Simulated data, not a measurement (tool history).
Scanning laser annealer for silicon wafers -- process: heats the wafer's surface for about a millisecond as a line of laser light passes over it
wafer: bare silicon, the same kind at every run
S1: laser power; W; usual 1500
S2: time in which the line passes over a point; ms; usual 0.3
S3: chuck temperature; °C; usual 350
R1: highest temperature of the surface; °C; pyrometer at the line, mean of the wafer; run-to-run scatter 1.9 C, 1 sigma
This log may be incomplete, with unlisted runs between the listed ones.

{"run": 1, "hour": 0.0, "S1": 1500, "S2": 0.3, "S3": 350, "R1": 1181}
{"run": 2, "hour": 36.6, "S1": 1500, "S2": 0.3, "S3": 350, "R1": 1182}
{"run": 3, "hour": 104.5, "S1": 1474, "S2": 0.3, "S3": 350, "R1": 1170}
{"hour": 122.0, "done": "window over the wafer cleaned"}
{"run": 4, "hour": 144.0, "S1": 1474, "S2": 0.3, "S3": 350, "R1": 1168}
{"run": 5, "hour": 187.2, "S1": 1474, "S2": 0.3, "S3": 350, "R1": 1167}
{"run": 6, "hour": 232.4, "S1": 1474, "S2": 0.3, "S3": 350, "R1": 1166}
{"run": 7, "hour": 276.0, "S1": 1500, "S2": 0.276, "S3": 350, "R1": 1154}
{"run": 8, "hour": 327.5, "S1": 1507, "S2": 0.276, "S3": 350, "R1": 1158}
{"run": 9, "hour": 412.2, "S1": 1500, "S2": 0.227, "S3": 350, "R1": 1084}
{"run": 10, "hour": 467.7, "S1": 1500, "S2": 0.227, "S3": 350, "R1": 1084}
{"run": 11, "hour": 552.6, "S1": 1643, "S2": 0.227, "S3": 350, "R1": 1169}
{"run": 12, "hour": 607.0, "S1": 1643, "S2": 0.227, "S3": 350, "R1": 1170}
{"run": 13, "hour": 643.9, "S1": 1510, "S2": 0.3, "S3": 350, "R1": 1193}
{"run": 14, "hour": 682.2, "S1": 1510, "S2": 0.3, "S3": 350, "R1": 1192}
{"hour": 708.9, "done": "optics aligned, line set to its width"}
{"run": 15, "hour": 736.0, "S1": 1455, "S2": 0.3, "S3": 350, "R1": 1154}
{"run": 16, "hour": 819.9, "S1": 1455, "S2": 0.3, "S3": 360, "R1": 1160}
{"run": 17, "hour": 859.4, "S1": 1500, "S2": 0.3, "S3": 350, "R1": 1186}
{"hour": 898.1, "done": "window over the wafer cleaned"}
{"run": 18, "hour": 920.8, "S1": 1500, "S2": 0.3, "S3": 374, "R1": 1209}
{"run": 19, "hour": 988.7, "S1": 1500, "S2": 0.3, "S3": 350, "R1": 1190}
{"run": 20, "hour": 1060.0, "S1": 1500, "S2": 0.245, "S3": 350, "R1": 1113}
{"run": 21, "hour": 1119.2, "S1": 1500, "S2": 0.245, "S3": 350, "R1": 1113}
{"run": 22, "hour": 1173.7, "S1": 1500, "S2": 0.22, "S3": 350, "R1": 1073}
{"run": 23, "hour": 1254.0, "S1": 1358, "S2": 0.304, "S3": 350, "R1": 1094}
{"run": 24, "hour": 1337.9, "S1": 1358, "S2": 0.304, "S3": 350, "R1": 1096}
{"run": 25, "hour": 1415.3, "S1": 1515, "S2": 0.318, "S3": 317, "R1": 1184}
{"run": 26, "hour": 1469.0, "S1": 1515, "S2": 0.318, "S3": 317, "R1": 1184}
{"run": 27, "hour": 1519.3, "S1": 1515, "S2": 0.318, "S3": 317, "R1": 1185}
{"run": 28, "hour": 1574.0, "S1": 1537, "S2": 0.228, "S3": 347, "R1": 1103}
{"run": 29, "hour": 1626.5, "S1": 1500, "S2": 0.242, "S3": 322, "R1": 1078}
{"hour": 1670.6, "done": "window over the wafer cleaned"}
{"run": 30, "hour": 1678.9, "S1": 1309, "S2": 0.32, "S3": 337, "R1": 1065}
{"run": 31, "hour": 1720.6, "S1": 1531, "S2": 0.227, "S3": 350, "R1": 1104}
{"run": 32, "hour": 1759.7, "S1": 1531, "S2": 0.227, "S3": 350, "R1": 1102}
{"hour": 1821.0, "done": "optics aligned, line set to its width"}
{"run": 33, "hour": 1846.7, "S1": 1500, "S2": 0.259, "S3": 315, "R1": 1099}
{"run": 34, "hour": 1887.0, "S1": 1500, "S2": 0.274, "S3": 315, "R1": 1115}
{"run": 35, "hour": 1931.8, "S1": 1500, "S2": 0.327, "S3": 375, "R1": 1246}
{"run": 36, "hour": 2014.4, "S1": 1497, "S2": 0.3, "S3": 350, "R1": 1186}
{"run": 37, "hour": 2058.3, "S1": 1390, "S2": 0.254, "S3": 381, "R1": 1086}
{"run": 38, "hour": 2095.6, "S1": 1369, "S2": 0.28, "S3": 381, "R1": 1104}
{"run": 39, "hour": 2138.4, "S1": 1358, "S2": 0.254, "S3": 328, "R1": 1013}
{"run": 40, "hour": 2178.5, "S1": 1358, "S2": 0.254, "S3": 328, "R1": 1017}
{"run": 41, "hour": 2250.2, "S1": 1293, "S2": 0.266, "S3": 328, "R1": 986}

3 options for the next run, each taken on its own from the tool as it stands now. Forecast them:
{"run": "A", "hour": 2291.6, "S1": 1618, "S2": 0.3, "S3": 366, "R1": "?"}
{"run": "B", "hour": 2291.6, "S1": 1454, "S2": 0.311, "S3": 372, "R1": "?"}
{"run": "C", "hour": 2291.6, "S1": 1575, "S2": 0.3, "S3": 311, "R1": "?"}

run=A R1=1281
run=B R1=1186
run=C R1=1196
Without the tool's hidden state the same runs would have given:
run=A R1=1282
run=B R1=1187
run=C R1=1197
